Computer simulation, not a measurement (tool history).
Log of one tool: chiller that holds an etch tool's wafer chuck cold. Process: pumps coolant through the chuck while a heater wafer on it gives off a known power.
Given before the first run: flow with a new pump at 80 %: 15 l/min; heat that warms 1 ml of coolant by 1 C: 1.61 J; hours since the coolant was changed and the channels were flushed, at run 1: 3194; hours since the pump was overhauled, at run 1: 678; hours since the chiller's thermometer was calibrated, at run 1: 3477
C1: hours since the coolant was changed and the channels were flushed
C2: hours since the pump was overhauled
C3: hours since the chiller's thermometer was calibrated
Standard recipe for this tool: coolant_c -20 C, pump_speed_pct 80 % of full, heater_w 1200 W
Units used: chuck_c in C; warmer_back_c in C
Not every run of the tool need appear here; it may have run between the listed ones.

run 1 hour=0.0 | coolant_c=-20 pump_speed_pct=80 heater_w=1200 | C1=3194 C2=678 C3=3477 | chuck_c=-8.4 warmer_back_c=2.99
run 2 hour=18.8 | coolant_c=-20 pump_speed_pct=80 heater_w=1200 | C1=3213 C2=696 C3=3496 | chuck_c=-8.3 warmer_back_c=3.03
run 3 hour=36.3 | coolant_c=-20 pump_speed_pct=80 heater_w=1200 | C1=3230 C2=714 C3=3513 | chuck_c=-8.3 warmer_back_c=3.04
run 4 hour=78.5 | coolant_c=-20 pump_speed_pct=80 heater_w=1200 | C1=3273 C2=756 C3=3556 | chuck_c=-8.3 warmer_back_c=2.99
-- hour=86.4 chiller's thermometer calibrated
run 5 hour=97.8 | coolant_c=-20 pump_speed_pct=80 heater_w=1200 | C1=3291 C2=774 C3=11 | chuck_c=-8.7 warmer_back_c=3.03
run 6 hour=134.3 | coolant_c=-20 pump_speed_pct=80 heater_w=1200 | C1=3327 C2=811 C3=48 | chuck_c=-8.8 warmer_back_c=3.01
run 7 hour=167.0 | coolant_c=-30 pump_speed_pct=80 heater_w=1200 | C1=3360 C2=844 C3=81 | chuck_c=-18.8 warmer_back_c=3.04
run 8 hour=197.5 | coolant_c=-16 pump_speed_pct=80 heater_w=1200 | C1=3391 C2=874 C3=111 | chuck_c=-4.9 warmer_back_c=3.06
run 9 hour=234.5 | coolant_c=-16 pump_speed_pct=80 heater_w=1200 | C1=3428 C2=911 C3=148 | chuck_c=-4.8 warmer_back_c=3.07
run 10 hour=253.3 | coolant_c=-20 pump_speed_pct=82 heater_w=1200 | C1=3446 C2=930 C3=167 | chuck_c=-8.9 warmer_back_c=2.97
run 11 hour=288.2 | coolant_c=-20 pump_speed_pct=64 heater_w=1799 | C1=3481 C2=965 C3=202 | chuck_c=-1.2 warmer_back_c=5.67
run 12 hour=319.9 | coolant_c=-20 pump_speed_pct=64 heater_w=1799 | C1=3513 C2=997 C3=234 | chuck_c=-1.1 warmer_back_c=5.66
run 13 hour=357.4 | coolant_c=-22 pump_speed_pct=66 heater_w=641 | C1=3550 C2=1034 C3=271 | chuck_c=-15.1 warmer_back_c=1.94
run 14 hour=377.7 | coolant_c=-21 pump_speed_pct=85 heater_w=1065 | C1=3571 C2=1054 C3=291 | chuck_c=-11.1 warmer_back_c=2.60
run 15 hour=396.5 | coolant_c=-21 pump_speed_pct=85 heater_w=1065 | C1=3590 C2=1073 C3=310 | chuck_c=-11.2 warmer_back_c=2.57
run 16 hour=429.3 | coolant_c=-21 pump_speed_pct=85 heater_w=1065 | C1=3622 C2=1106 C3=343 | chuck_c=-11.2 warmer_back_c=2.53
run 17 hour=459.1 | coolant_c=-22 pump_speed_pct=65 heater_w=978 | C1=3652 C2=1136 C3=373 | chuck_c=-11.7 warmer_back_c=3.00
run 18 hour=482.5 | coolant_c=-23 pump_speed_pct=80 heater_w=1740 | C1=3676 C2=1159 C3=396 | chuck_c=-6.6 warmer_back_c=4.40
run 19 hour=511.8 | coolant_c=-24 pump_speed_pct=80 heater_w=1200 | C1=3705 C2=1188 C3=425 | chuck_c=-12.6 warmer_back_c=3.10
run 20 hour=537.6 | coolant_c=-18 pump_speed_pct=80 heater_w=1616 | C1=3731 C2=1214 C3=451 | chuck_c=-2.6 warmer_back_c=4.08

4 ways to go on from here, each from the tool as it stands after run 20. What would each give?
run A hour=579.1 | coolant_c=-18 pump_speed_pct=80 heater_w=928 | C1=3772 C2=1256 C3=493 | chuck_c=? warmer_back_c=?
run B hour=579.1 | coolant_c=-20 pump_speed_pct=80 heater_w=851 | C1=3772 C2=1256 C3=493 | chuck_c=? warmer_back_c=?
run C hour=579.1 | coolant_c=-25 pump_speed_pct=74 heater_w=1720 | C1=3772 C2=1256 C3=493 | chuck_c=? warmer_back_c=?
run D hour=579.1 | coolant_c=-12 pump_speed_pct=80 heater_w=1200 | C1=3772 C2=1256 C3=493 | chuck_c=? warmer_back_c=?

run=A chuck_c=-9.1 warmer_back_c=2.36
run=B chuck_c=-11.8 warmer_back_c=2.16
run=C chuck_c=-8.0 warmer_back_c=4.68
run=D chuck_c=-0.5 warmer_back_c=3.08
Had the tool no hidden state, the same runs would have come out as:
run=A chuck_c=-10.4 warmer_back_c=2.31
run=B chuck_c=-13.0 warmer_back_c=2.11
run=C chuck_c=-10.3 warmer_back_c=4.57
run=D chuck_c=-2.1 warmer_back_c=3.01
